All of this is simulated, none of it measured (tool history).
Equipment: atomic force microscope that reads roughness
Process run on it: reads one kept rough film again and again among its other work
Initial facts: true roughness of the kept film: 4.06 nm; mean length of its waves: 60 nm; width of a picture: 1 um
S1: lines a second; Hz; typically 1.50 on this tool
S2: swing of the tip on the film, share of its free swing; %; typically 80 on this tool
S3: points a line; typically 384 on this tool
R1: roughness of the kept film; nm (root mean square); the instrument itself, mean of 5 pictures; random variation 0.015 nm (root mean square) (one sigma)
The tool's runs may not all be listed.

| run | hour | S1 | S2 | S3 | R1 |
|---|---|---|---|---|---|
| 1 | 0.0 | 1.50 | 80 | 384 | 3.551 |
| 2 | 14.4 | 1.50 | 80 | 384 | 3.547 |
| 3 | 39.1 | 1.50 | 80 | 384 | 3.510 |
| 4 | 61.2 | 1.50 | 80 | 384 | 3.506 |
| 5 | 90.1 | 1.50 | 80 | 384 | 3.450 |
| 6 | 120.7 | 1.50 | 80 | 384 | 3.400 |
|  | 134.5 | new tip fitted |
| 7 | 140.1 | 1.50 | 87 | 384 | 3.461 |
| 8 | 165.9 | 1.50 | 87 | 384 | 3.443 |
| 9 | 195.4 | 0.70 | 80 | 1008 | 3.699 |
| 10 | 217.7 | 0.70 | 80 | 749 | 3.661 |
| 11 | 236.0 | 1.25 | 59 | 956 | 3.733 |
| 12 | 256.1 | 1.25 | 59 | 956 | 3.680 |
| 13 | 284.4 | 1.50 | 80 | 290 | 3.388 |
|  | 289.6 | new tip fitted |
| 14 | 308.4 | 1.50 | 80 | 487 | 3.565 |

Each row is a separate what-if for the run after 14, all from the same tool condition, not one after another. Results?
| A | 336.6 | 0.96 | 75 | 384 | ? |
| B | 336.6 | 1.27 | 61 | 624 | ? |
| C | 336.6 | 1.72 | 80 | 384 | ? |
| D | 336.6 | 1.31 | 70 | 845 | ? |
| E | 336.6 | 1.50 | 80 | 687 | ? |

| run | R1 |
|---|---|
| A | 3.677 |
| B | 3.764 |
| C | 3.470 |
| D | 3.678 |
| E | 3.546 |
What these runs would have given with no unlogged condition in the tool:
| run | R1 |
|---|---|
| A | 3.757 |
| B | 3.845 |
| C | 3.545 |
| D | 3.757 |
| E | 3.622 |
